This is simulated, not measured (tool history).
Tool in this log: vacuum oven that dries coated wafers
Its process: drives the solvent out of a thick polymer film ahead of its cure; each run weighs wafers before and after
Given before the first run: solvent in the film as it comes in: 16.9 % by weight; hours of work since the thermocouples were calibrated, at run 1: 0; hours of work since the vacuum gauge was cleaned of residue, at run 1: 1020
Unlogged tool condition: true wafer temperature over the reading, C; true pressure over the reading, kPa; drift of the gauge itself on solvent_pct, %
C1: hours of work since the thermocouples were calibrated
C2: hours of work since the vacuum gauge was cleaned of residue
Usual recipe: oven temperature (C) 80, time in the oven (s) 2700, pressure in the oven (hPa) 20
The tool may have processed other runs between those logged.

{"run": 1, "hour": 0.0, "oven temperature (C)": 80, "time in the oven (s)": 2700, "pressure in the oven (hPa)": 20, "C1": 0, "C2": 1020, "solvent left in the film (%)": 1.47}
{"run": 2, "hour": 99.5, "oven temperature (C)": 80, "time in the oven (s)": 2700, "pressure in the oven (hPa)": 20, "C1": 54, "C2": 1074, "solvent left in the film (%)": 1.46}
{"run": 3, "hour": 193.1, "oven temperature (C)": 80, "time in the oven (s)": 2700, "pressure in the oven (hPa)": 20, "C1": 104, "C2": 1125, "solvent left in the film (%)": 1.38}
{"run": 4, "hour": 290.4, "oven temperature (C)": 80, "time in the oven (s)": 2700, "pressure in the oven (hPa)": 20, "C1": 157, "C2": 1178, "solvent left in the film (%)": 1.4}
{"run": 5, "hour": 361.4, "oven temperature (C)": 80, "time in the oven (s)": 2700, "pressure in the oven (hPa)": 20, "C1": 196, "C2": 1216, "solvent left in the film (%)": 1.46}
{"run": 6, "hour": 463.3, "oven temperature (C)": 80, "time in the oven (s)": 2700, "pressure in the oven (hPa)": 20, "C1": 251, "C2": 1271, "solvent left in the film (%)": 1.41}
{"run": 7, "hour": 562.8, "oven temperature (C)": 80, "time in the oven (s)": 2040, "pressure in the oven (hPa)": 20, "C1": 305, "C2": 1325, "solvent left in the film (%)": 2.14}
{"run": 8, "hour": 638.1, "oven temperature (C)": 69, "time in the oven (s)": 2100, "pressure in the oven (hPa)": 45.9, "C1": 345, "C2": 1366, "solvent left in the film (%)": 6.65}
{"hour": 645.2, "done": "oven's thermocouples calibrated"}
{"run": 9, "hour": 718.5, "oven temperature (C)": 80, "time in the oven (s)": 1980, "pressure in the oven (hPa)": 20, "C1": 40, "C2": 1408, "solvent left in the film (%)": 2.14}
{"run": 10, "hour": 812.6, "oven temperature (C)": 81, "time in the oven (s)": 3480, "pressure in the oven (hPa)": 41.1, "C1": 91, "C2": 1459, "solvent left in the film (%)": 1.3}
{"run": 11, "hour": 911.1, "oven temperature (C)": 67, "time in the oven (s)": 2460, "pressure in the oven (hPa)": 10, "C1": 144, "C2": 1512, "solvent left in the film (%)": 5.49}
{"run": 12, "hour": 973.7, "oven temperature (C)": 67, "time in the oven (s)": 2160, "pressure in the oven (hPa)": 10, "C1": 178, "C2": 1546, "solvent left in the film (%)": 6.06}

5 ways to go on from here, each from the tool as it stands after run 12. What would each give?
{"hour": 989.9, "done": "oven's thermocouples calibrated, once more"}
{"run": "A", "hour": 1071.0, "oven temperature (C)": 77, "time in the oven (s)": 2700, "pressure in the oven (hPa)": 20, "C1": 44, "C2": 1598, "solvent left in the film (%)": "?"}
{"hour": 989.9, "done": "oven's thermocouples calibrated, once more"}
{"run": "B", "hour": 1071.0, "oven temperature (C)": 76, "time in the oven (s)": 2340, "pressure in the oven (hPa)": 60.2, "C1": 44, "C2": 1598, "solvent left in the film (%)": "?"}
{"hour": 989.9, "done": "oven's thermocouples calibrated, once more"}
{"run": "C", "hour": 1071.0, "oven temperature (C)": 90, "time in the oven (s)": 1800, "pressure in the oven (hPa)": 78.1, "C1": 44, "C2": 1598, "solvent left in the film (%)": "?"}
{"hour": 989.9, "done": "oven's thermocouples calibrated, once more"}
{"run": "D", "hour": 1071.0, "oven temperature (C)": 91, "time in the oven (s)": 1740, "pressure in the oven (hPa)": 45.9, "C1": 44, "C2": 1598, "solvent left in the film (%)": "?"}
{"hour": 989.9, "done": "oven's thermocouples calibrated, once more"}
{"run": "E", "hour": 1071.0, "oven temperature (C)": 65, "time in the oven (s)": 2700, "pressure in the oven (hPa)": 67.6, "C1": 44, "C2": 1598, "solvent left in the film (%)": "?"}

run=A solvent_left_in_the_film_(%)=2.17
run=B solvent_left_in_the_film_(%)=3.97
run=C solvent_left_in_the_film_(%)=1.77
run=D solvent_left_in_the_film_(%)=1.12
run=E solvent_left_in_the_film_(%)=8.03
What these runs would have given with no unlogged condition in the tool:
run=A solvent_left_in_the_film_(%)=2.11
run=B solvent_left_in_the_film_(%)=3.95
run=C solvent_left_in_the_film_(%)=1.71
run=D solvent_left_in_the_film_(%)=1.06
run=E solvent_left_in_the_film_(%)=8
